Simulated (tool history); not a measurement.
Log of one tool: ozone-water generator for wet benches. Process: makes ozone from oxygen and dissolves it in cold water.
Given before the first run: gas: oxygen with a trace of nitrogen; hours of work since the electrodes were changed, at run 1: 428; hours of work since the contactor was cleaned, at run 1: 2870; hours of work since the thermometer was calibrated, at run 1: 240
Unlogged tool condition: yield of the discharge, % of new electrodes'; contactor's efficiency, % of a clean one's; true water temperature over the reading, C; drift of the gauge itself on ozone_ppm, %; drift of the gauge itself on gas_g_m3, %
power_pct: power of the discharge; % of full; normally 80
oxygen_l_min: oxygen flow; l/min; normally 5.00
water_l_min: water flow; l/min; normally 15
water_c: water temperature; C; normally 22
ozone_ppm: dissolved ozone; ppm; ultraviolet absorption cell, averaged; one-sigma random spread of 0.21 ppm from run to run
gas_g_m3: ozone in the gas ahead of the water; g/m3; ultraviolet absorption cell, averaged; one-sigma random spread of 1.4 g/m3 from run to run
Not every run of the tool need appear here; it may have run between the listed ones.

run,hour,power_pct,oxygen_l_min,water_l_min,water_c,hours of work since the electrodes were changed,hours of work since the contactor was cleaned,hours of work since the thermometer was calibrated,ozone_ppm,gas_g_m3
1,0.0,80,5.00,15,22,428,2870,240,31.7,267.8
2,106.6,80,5.00,15,22,494,2936,306,31.2,270.7
3,198.7,80,5.00,15,28,550,2992,362,28.4,268.1
4,402.7,80,5.00,15,28,675,3118,488,28.6,265.1
5,588.5,80,5.00,15,28,790,3232,602,28.5,267.3
6,680.8,80,5.00,15,22,846,3288,658,31.7,268.1
# hour 719.5: contactor cleaned
7,856.2,80,5.00,15,26,952,84,764,29.5,268.8
8,1015.9,80,5.00,15,26,1050,182,862,29.7,267.5
9,1232.6,80,5.00,15,22,1183,315,995,31.9,265.9
10,1407.2,80,5.00,15,22,1290,422,1102,31.8,268.9
11,1598.8,80,5.00,15,22,1408,540,1220,31.5,268.3
12,1788.8,80,5.00,15,22,1524,657,1337,31.5,267.4
13,2017.3,80,5.00,13,22,1665,797,1477,35.1,268.1
14,2139.4,80,5.00,13,19,1740,872,1552,37.1,266.2
15,2281.7,40,3.22,22,14,1827,960,1639,14.1,196.0
16,2451.5,42,5.00,15,25,1931,1064,1744,16.8,150.7
17,2550.0,51,5.00,15,25,1992,1124,1804,20.0,178.8
18,2705.9,51,5.00,13,25,2088,1220,1900,22.0,178.0
19,2877.0,80,5.00,14,22,2193,1325,2005,33.4,269.2
20,3001.4,80,5.00,14,22,2269,1402,2081,33.1,265.5
21,3164.0,80,6.29,19,28,2369,1501,2181,22.4,228.1
22,3371.0,80,3.42,11,22,2496,1629,2308,42.8,344.5
23,3507.9,80,3.42,11,22,2580,1713,2392,43.1,348.2
24,3676.7,54,5.00,15,22,2684,1816,2496,22.2,189.3
25,3823.8,80,5.00,15,18,2774,1907,2586,34.0,267.7
26,3926.8,83,5.00,15,22,2838,1970,2650,32.8,278.9

For each entry between runs, how does the tool's hidden state at the last listed run before it compare with that at the first listed run after it?
From run 6 to run 7: contactor cleaned (hour 719.5)
  contactor's efficiency, % of a clean one's: 99.8 -> 100
